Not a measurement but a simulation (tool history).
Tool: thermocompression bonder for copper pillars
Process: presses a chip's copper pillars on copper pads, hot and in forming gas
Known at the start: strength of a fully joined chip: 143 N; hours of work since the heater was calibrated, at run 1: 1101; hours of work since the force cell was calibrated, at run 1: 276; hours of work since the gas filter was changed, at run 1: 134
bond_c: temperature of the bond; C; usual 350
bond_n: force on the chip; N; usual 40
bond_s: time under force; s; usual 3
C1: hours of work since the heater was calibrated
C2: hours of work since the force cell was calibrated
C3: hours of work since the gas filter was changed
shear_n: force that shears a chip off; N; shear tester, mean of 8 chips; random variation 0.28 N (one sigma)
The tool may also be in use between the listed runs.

Run 1, day 0: usual settings; C1 1101; C2 276; C3 134. Result: shear_n 77.8 N.
Run 2, day 1.521: usual settings; C1 1131; C2 306; C3 163. Result: shear_n 77.9 N.
Run 3, day 2.288: usual settings; C1 1145; C2 320; C3 178. Result: shear_n 77.5 N.
Run 4, day 3.462: usual settings but bond_n 47 N; C1 1168; C2 343; C3 200. Result: shear_n 85.1 N.
Run 5, day 4.129: usual settings but bond_c 368 C; C1 1181; C2 356; C3 213. Result: shear_n 87.8 N.
Run 6, day 5.583: usual settings but bond_c 368 C; C1 1209; C2 384; C3 241. Result: shear_n 87.9 N.
Run 7, day 6.525: usual settings but bond_n 59 N; C1 1227; C2 402; C3 259. Result: shear_n 93.5 N.
Run 8, day 7.304: usual settings but bond_n 38 N; C1 1242; C2 417; C3 274. Result: shear_n 74.5 N.
Run 9, day 8.725: usual settings but bond_n 37 N; C1 1269; C2 444; C3 301. Result: shear_n 72.7 N.
Run 10, day 9.425: usual settings but bond_c 366 C, bond_n 52 N, bond_s 2 s; C1 1282; C2 457; C3 315. Result: shear_n 88 N.
Run 11, day 10.738: usual settings but bond_c 363 C, bond_n 33 N, bond_s 7 s; C1 1308; C2 483; C3 340. Result: shear_n 96.5 N.
Run 12, day 11.85: usual settings but bond_c 349 C, bond_n 48 N, bond_s 5 s; C1 1329; C2 504; C3 361. Result: shear_n 96.1 N.
Run 13, day 12.883: usual settings but bond_c 349 C, bond_n 48 N, bond_s 5 s; C1 1349; C2 524; C3 381. Result: shear_n 96 N.
Run 14, day 14.142: usual settings but bond_c 324 C, bond_n 31 N, bond_s 2 s; C1 1373; C2 548; C3 405. Result: shear_n 43.5 N.
Run 15, day 15.158: usual settings but bond_c 324 C, bond_n 31 N, bond_s 2 s; C1 1392; C2 568; C3 425. Result: shear_n 43.3 N.
Run 16, day 15.996: usual settings but bond_c 368 C, bond_n 39 N, bond_s 2 s; C1 1408; C2 584; C3 441. Result: shear_n 75.6 N.
Run 17, day 17.004: usual settings but bond_c 359 C, bond_n 39 N, bond_s 4 s; C1 1428; C2 603; C3 460. Result: shear_n 86.5 N.

4 ways to go on from here, each from the tool as it stands after run 17. What would each give?
Run A, day 17.692: usual settings but bond_c 333 C, bond_n 42 N, bond_s 7 s; C1 1441; C2 616; C3 473. Result: shear_n ?.
Run B, day 17.692: usual settings but bond_c 329 C, bond_n 52 N, bond_s 8 s; C1 1441; C2 616; C3 473. Result: shear_n ?.
Run C, day 17.692: usual settings but bond_c 379 C, bond_s 2 s; C1 1441; C2 616; C3 473. Result: shear_n ?.
Run D, day 17.692: usual settings but bond_c 335 C, bond_n 36 N, bond_s 4 s; C1 1441; C2 616; C3 473. Result: shear_n ?.

run  shear_n
  A     87.5
  B     96.9
  C     82.5
  D     69.5
Without the tool's hidden state the same runs would have given:
run  shear_n
  A     84.6
  B     95.1
  C     80.2
  D     65.5

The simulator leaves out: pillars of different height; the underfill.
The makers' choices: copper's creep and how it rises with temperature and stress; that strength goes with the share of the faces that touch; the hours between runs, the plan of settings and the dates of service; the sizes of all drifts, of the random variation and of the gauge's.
